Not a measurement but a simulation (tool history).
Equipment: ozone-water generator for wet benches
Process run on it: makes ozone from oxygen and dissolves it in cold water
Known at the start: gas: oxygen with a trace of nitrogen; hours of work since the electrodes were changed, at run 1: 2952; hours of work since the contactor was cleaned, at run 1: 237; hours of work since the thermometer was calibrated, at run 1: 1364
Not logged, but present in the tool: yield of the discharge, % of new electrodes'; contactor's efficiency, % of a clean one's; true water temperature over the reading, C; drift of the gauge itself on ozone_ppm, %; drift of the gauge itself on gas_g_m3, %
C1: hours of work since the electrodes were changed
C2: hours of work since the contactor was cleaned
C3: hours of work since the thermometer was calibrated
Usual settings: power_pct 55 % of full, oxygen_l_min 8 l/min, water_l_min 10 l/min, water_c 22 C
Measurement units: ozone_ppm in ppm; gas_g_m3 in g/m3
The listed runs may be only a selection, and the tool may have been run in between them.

run 1 hour=0 | power_pct=55 oxygen_l_min=8 water_l_min=10 water_c=22 | C1=2952 C2=237 C3=1364 | ozone_ppm=20.2 gas_g_m3=129.1
run 2 hour=144.1 | power_pct=55 oxygen_l_min=8 water_l_min=10 water_c=22 | C1=3057 C2=342 C3=1469 | ozone_ppm=20.1 gas_g_m3=128.3
run 3 hour=225.5 | power_pct=98 oxygen_l_min=8 water_l_min=10 water_c=22 | C1=3116 C2=401 C3=1528 | ozone_ppm=26.8 gas_g_m3=168.9
run 4 hour=312.3 | power_pct=98 oxygen_l_min=7.18 water_l_min=10 water_c=22 | C1=3179 C2=464 C3=1591 | ozone_ppm=27.3 gas_g_m3=179.8
run 5 hour=464.5 | power_pct=98 oxygen_l_min=7.18 water_l_min=7 water_c=22 | C1=3290 C2=575 C3=1702 | ozone_ppm=32.4 gas_g_m3=176.9
run 6 hour=612.8 | power_pct=55 oxygen_l_min=8 water_l_min=10 water_c=18 | C1=3398 C2=683 C3=1810 | ozone_ppm=21.7 gas_g_m3=127.3
run 7 hour=707 | power_pct=55 oxygen_l_min=8 water_l_min=10 water_c=22 | C1=3467 C2=752 C3=1878 | ozone_ppm=19.8 gas_g_m3=129.1
run 8 hour=832.5 | power_pct=55 oxygen_l_min=8 water_l_min=10 water_c=22 | C1=3558 C2=843 C3=1970 | ozone_ppm=19.5 gas_g_m3=127.2
run 9 hour=964 | power_pct=40 oxygen_l_min=4.24 water_l_min=10 water_c=22 | C1=3654 C2=939 C3=2065 | ozone_ppm=19.2 gas_g_m3=152.6
run 10 hour=1044.4 | power_pct=98 oxygen_l_min=4.11 water_l_min=7 water_c=15 | C1=3712 C2=997 C3=2124 | ozone_ppm=42.5 gas_g_m3=235.2
-- hour=1061.3 contactor cleaned
run 11 hour=1180.2 | power_pct=79 oxygen_l_min=4.33 water_l_min=13 water_c=16 | C1=3808 C2=87 C3=2220 | ozone_ppm=23.7 gas_g_m3=206.1
run 12 hour=1290.3 | power_pct=84 oxygen_l_min=9.07 water_l_min=8 water_c=17 | C1=3888 C2=167 C3=2300 | ozone_ppm=28.9 gas_g_m3=144.6
-- hour=1393.2 contactor cleaned, once more
run 13 hour=1394.3 | power_pct=73 oxygen_l_min=10.26 water_l_min=7 water_c=27 | C1=3961 C2=1 C3=2373 | ozone_ppm=21.2 gas_g_m3=125.1
run 14 hour=1521.3 | power_pct=55 oxygen_l_min=8 water_l_min=10 water_c=30 | C1=4053 C2=93 C3=2465 | ozone_ppm=16.2 gas_g_m3=124.5
run 15 hour=1644.6 | power_pct=89 oxygen_l_min=8 water_l_min=10 water_c=18 | C1=4143 C2=183 C3=2555 | ozone_ppm=27.1 gas_g_m3=155.2

For some of the steps in ozone_ppm from one run to the next: how much would appear even if the tool had no hidden state, given the settings, what came in and random variation, and how much remains for the hidden state plus any gauge scatter that the measured result and the result without hidden state don't share?
Run 9 -> 10: power_pct 40 -> 98, oxygen_l_min 4.24 -> 4.11, water_l_min 10 -> 7, water_c 22 -> 15. ozone_ppm +23.3 ppm: hidden state -4.6, all else +27.9.
